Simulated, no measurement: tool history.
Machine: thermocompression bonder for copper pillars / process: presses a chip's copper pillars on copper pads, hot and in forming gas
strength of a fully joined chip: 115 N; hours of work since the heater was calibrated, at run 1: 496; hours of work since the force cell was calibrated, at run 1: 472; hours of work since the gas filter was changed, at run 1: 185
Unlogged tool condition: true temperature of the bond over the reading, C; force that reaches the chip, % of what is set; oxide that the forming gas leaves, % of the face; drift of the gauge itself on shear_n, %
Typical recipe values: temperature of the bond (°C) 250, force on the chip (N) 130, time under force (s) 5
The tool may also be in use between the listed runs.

| run | day | temperature of the bond (°C) | force on the chip (N) | time under force (s) | hours of work since the heater was calibrated | hours of work since the force cell was calibrated | hours of work since the gas filter was changed | force that shears a chip off (N) |
|---|---|---|---|---|---|---|---|---|
| 1 | 0.000 | 250 | 130 | 5 | 496 | 472 | 185 | 43.0 |
| 2 | 0.962 | 250 | 130 | 5 | 507 | 482 | 196 | 41.7 |
| 3 | 1.708 | 250 | 130 | 5 | 515 | 491 | 204 | 42.4 |
| 4 | 2.712 | 250 | 130 | 7 | 526 | 502 | 215 | 47.7 |
| 5 | 3.425 | 250 | 130 | 7 | 534 | 510 | 223 | 48.2 |
|  | 3.671 | forming gas filter changed |
| 6 | 4.225 | 250 | 130 | 7 | 543 | 519 | 6 | 50.5 |
| 7 | 4.946 | 250 | 130 | 7 | 551 | 527 | 14 | 49.0 |
| 8 | 6.271 | 254 | 130 | 11 | 566 | 542 | 29 | 61.8 |
| 9 | 7.233 | 245 | 102 | 13 | 577 | 552 | 40 | 48.5 |
| 10 | 8.417 | 247 | 135 | 8 | 590 | 566 | 53 | 50.6 |
| 11 | 9.188 | 247 | 135 | 8 | 599 | 574 | 62 | 51.7 |
| 12 | 10.208 | 247 | 135 | 8 | 610 | 586 | 73 | 50.5 |

Consider 3 possible next runs. They are alternatives, not a sequence: every one starts from the tool as it was left by run 12. What does each give?
| A | 10.800 | 270 | 100 | 9 | 617 | 592 | 80 | ? |
| B | 10.800 | 229 | 130 | 9 | 617 | 592 | 80 | ? |
| C | 10.800 | 231 | 104 | 4 | 617 | 592 | 80 | ? |

| run | force that shears a chip off (N) |
|---|---|
| A | 59.4 |
| B | 38.8 |
| C | 24.0 |
Take away the tool's hidden state, keep each run's random variation, and the runs would have read:
| run | force that shears a chip off (N) |
|---|---|
| A | 66.0 |
| B | 44.7 |
| C | 27.9 |
